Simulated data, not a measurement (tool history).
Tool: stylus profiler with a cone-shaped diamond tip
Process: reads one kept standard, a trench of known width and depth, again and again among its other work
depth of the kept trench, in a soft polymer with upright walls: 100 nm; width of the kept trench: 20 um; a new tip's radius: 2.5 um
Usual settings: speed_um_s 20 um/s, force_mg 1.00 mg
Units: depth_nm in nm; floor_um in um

| run | hour | speed_um_s | force_mg | depth_nm | floor_um |
|---|---|---|---|---|---|
| 1 | 0.0 | 20 | 1.00 | 100.92 | 18.39 |
| 2 | 107.6 | 8 | 1.00 | 100.93 | 18.40 |
| 3 | 229.7 | 8 | 1.00 | 101.02 | 18.40 |
| 4 | 335.2 | 8 | 1.00 | 100.98 | 18.26 |
| 5 | 418.6 | 8 | 1.00 | 101.20 | 18.32 |
| 6 | 472.7 | 8 | 1.00 | 101.10 | 18.21 |
| 7 | 547.3 | 8 | 1.00 | 101.15 | 18.23 |
| 8 | 627.6 | 8 | 1.00 | 101.18 | 18.18 |
| 9 | 690.1 | 8 | 1.00 | 101.16 | 18.19 |
| 10 | 822.5 | 8 | 1.00 | 101.28 | 18.10 |
| 11 | 906.9 | 8 | 1.00 | 101.24 | 18.14 |
| 12 | 1006.3 | 8 | 1.00 | 101.39 | 18.08 |
| 13 | 1090.7 | 8 | 1.00 | 101.31 | 18.03 |
| 14 | 1197.0 | 20 | 1.00 | 101.41 | 17.96 |
| 15 | 1317.5 | 26 | 1.00 | 101.47 | 17.84 |
| 16 | 1440.6 | 26 | 1.00 | 101.45 | 17.81 |
| 17 | 1554.6 | 26 | 1.00 | 101.41 | 17.75 |
| 18 | 1661.8 | 8 | 1.22 | 101.68 | 17.88 |
| 19 | 1760.1 | 12 | 1.01 | 101.49 | 17.69 |
| 20 | 1842.0 | 8 | 1.00 | 101.53 | 17.76 |
| 21 | 1942.3 | 29 | 1.00 | 101.65 | 17.61 |
| 22 | 2072.0 | 16 | 1.27 | 101.88 | 17.68 |
| 23 | 2158.7 | 39 | 2.79 | 102.57 | 17.52 |
| 24 | 2223.1 | 55 | 1.97 | 102.28 | 17.42 |
| 25 | 2298.5 | 24 | 1.00 | 101.78 | 17.55 |
| 26 | 2399.9 | 31 | 1.67 | 102.06 | 17.48 |
| 27 | 2460.2 | 58 | 0.41 | 101.39 | 17.02 |
| 28 | 2532.1 | 58 | 0.41 | 101.36 | 17.00 |
| 29 | 2586.2 | 58 | 1.11 | 101.97 | 17.25 |
| 30 | 2677.1 | 58 | 1.11 | 101.93 | 17.20 |
| 31 | 2786.3 | 58 | 1.11 | 101.89 | 17.15 |
| 32 | 2906.8 | 58 | 1.83 | 102.52 | 17.18 |
| 33 | 3002.7 | 8 | 1.48 | 101.21 | 18.62 |
| 34 | 3109.6 | 19 | 0.48 | 100.59 | 18.36 |

Not shown: 1 entry that the log had between the listed runs. Between which runs, and how does the tool's hidden state differ before and after?
Between runs 32 and 33: new tip fitted, height scale calibrated (hour 2987.3)
  radius of the tip, um: 7.73 -> 2.46; height scale over the true one, %: 1.002 -> -0.006
  measured less the result without the state, depth_nm: +1.01 -> +0.00 nm; floor_um: -1.08 -> +0.01 um
